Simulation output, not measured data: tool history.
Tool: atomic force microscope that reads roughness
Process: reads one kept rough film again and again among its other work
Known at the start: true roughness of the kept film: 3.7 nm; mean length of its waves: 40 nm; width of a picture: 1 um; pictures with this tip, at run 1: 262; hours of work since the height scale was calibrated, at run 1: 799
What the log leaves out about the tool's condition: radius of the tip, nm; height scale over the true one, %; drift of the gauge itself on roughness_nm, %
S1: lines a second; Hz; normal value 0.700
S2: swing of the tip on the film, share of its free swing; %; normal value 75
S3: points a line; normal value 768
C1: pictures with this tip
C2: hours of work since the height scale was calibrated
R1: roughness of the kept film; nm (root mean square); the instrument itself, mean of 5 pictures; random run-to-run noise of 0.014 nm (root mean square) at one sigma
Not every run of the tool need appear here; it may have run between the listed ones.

{"run": 1, "day": 0.0, "S1": 0.7, "S2": 75, "S3": 768, "C1": 262, "C2": 799, "R1": 3.336}
{"run": 2, "day": 1.221, "S1": 0.7, "S2": 64, "S3": 768, "C1": 310, "C2": 820, "R1": 3.337}
{"day": 1.808, "done": "new tip fitted"}
{"run": 3, "day": 2.392, "S1": 0.7, "S2": 64, "S3": 768, "C1": 23, "C2": 840, "R1": 3.508}
{"run": 4, "day": 3.512, "S1": 3.88, "S2": 75, "S3": 768, "C1": 68, "C2": 859, "R1": 3.023}
{"run": 5, "day": 4.229, "S1": 2.291, "S2": 75, "S3": 768, "C1": 96, "C2": 872, "R1": 3.195}
{"run": 6, "day": 4.838, "S1": 0.7, "S2": 75, "S3": 561, "C1": 120, "C2": 882, "R1": 3.378}
{"run": 7, "day": 5.512, "S1": 0.7, "S2": 75, "S3": 561, "C1": 147, "C2": 894, "R1": 3.391}
{"run": 8, "day": 6.592, "S1": 0.525, "S2": 84, "S3": 782, "C1": 190, "C2": 913, "R1": 3.349}

Forecast run 9:
{"run": 9, "day": 7.629, "S1": 0.7, "S2": 59, "S3": 933, "C1": 231, "C2": 931, "R1": "?"}

Run 9 came out at R1 3.417 nm (root mean square).
Take away the tool's hidden state, keep the run-to-run variation as it was, and the same run would have given R1 3.522 nm (root mean square).
